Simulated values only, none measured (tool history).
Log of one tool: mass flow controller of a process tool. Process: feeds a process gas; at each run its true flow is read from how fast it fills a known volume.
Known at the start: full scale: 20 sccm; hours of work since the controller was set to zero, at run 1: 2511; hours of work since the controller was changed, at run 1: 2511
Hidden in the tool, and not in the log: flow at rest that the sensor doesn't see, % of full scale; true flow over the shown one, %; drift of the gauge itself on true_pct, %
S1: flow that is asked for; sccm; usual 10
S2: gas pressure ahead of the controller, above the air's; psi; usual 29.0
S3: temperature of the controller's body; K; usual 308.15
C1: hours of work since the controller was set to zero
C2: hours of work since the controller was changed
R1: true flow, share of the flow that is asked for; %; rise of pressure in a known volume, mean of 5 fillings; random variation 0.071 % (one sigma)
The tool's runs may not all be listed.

run    hour  S1    S2      S3    C1    C2      R1
  1     0.0  10  29.0  308.15  2511  2511  101.70
  2    83.8  10  29.0  305.15  2560  2560  101.56
  3   195.0  10  29.0  293.15  2626  2626  101.47
  4   270.0   4  29.0  308.15  2670  2670  103.57
  5   343.1   4  29.0  308.15  2713  2713  103.62
  6   433.9   4  29.0  308.15  2767  2767  103.53
  7   503.1   4  29.0  308.15  2808  2808  103.79
  8   572.1   4  29.0  308.15  2848  2848  103.73
  9   642.3  10  31.6  308.15  2890  2890  101.81
 10   697.3  10  20.7  308.15  2922  2922  102.50
 11   791.4  10  20.7  308.15  2978  2978  102.40
 12   841.1  10  29.0  302.15  3007  3007  101.97
 13   931.4  10  29.0  302.15  3060  3060  101.80
 14  1003.2  10  29.0  302.15  3102  3102  101.94
 15  1049.7  20  29.0  308.15  3130  3130  101.77
 16  1123.9  20  29.0  308.15  3174  3174  101.60
 17  1187.2  20  29.0  308.15  3211  3211  101.58
 18  1289.6  10  20.3  308.15  3271  3271  102.63
 19  1344.9  10  20.3  308.15  3304  3304  102.74
 20  1454.2  12  23.1  308.15  3368  3368  102.38
 21  1547.5  10  33.1  305.15  3423  3423  102.03
 22  1620.6  10  33.1  305.15  3467  3467  102.09
 23  1721.1  15  33.1  310.15  3526  3526  101.73
 24  1801.9  15  33.1  310.15  3573  3573  101.81
 25  1910.7  12  35.7  297.15  3638  3638  101.55
 26  1998.4  12  35.7  297.15  3689  3689  101.68
 27  2089.3  12  35.7  297.15  3743  3743  101.66
 28  2182.0   9  29.0  294.15  3798  3798  102.46
 29  2261.2  12  31.8  308.15  3844  3844  102.09
 30  2359.6   2  29.0  298.15  3902  3902  109.12
 31  2457.2   2  29.0  298.15  3960  3960  109.41
 32  2512.7   2  29.0  298.15  3993  3993  109.42

Measured less the same run without the tool's hidden state. The same run-to-run variation is in both; the gauge's scatter may not be:
run     R1
  1  +1.72
  2  +1.75
  3  +1.80
  4  +3.66
  5  +3.72
  6  +3.80
  7  +3.84
  8  +3.90
  9  +1.97
 10  +2.00
 11  +2.03
 12  +2.06
 13  +2.08
 14  +2.11
 15  +1.41
 16  +1.44
 17  +1.45
 18  +2.22
 19  +2.24
 20  +2.02
 21  +2.32
 22  +2.35
 23  +1.84
 24  +1.87
 25  +2.18
 26  +2.20
 27  +2.24
 28  +2.74
 29  +2.30
 30  +9.67
 31  +9.82
 32  +9.90
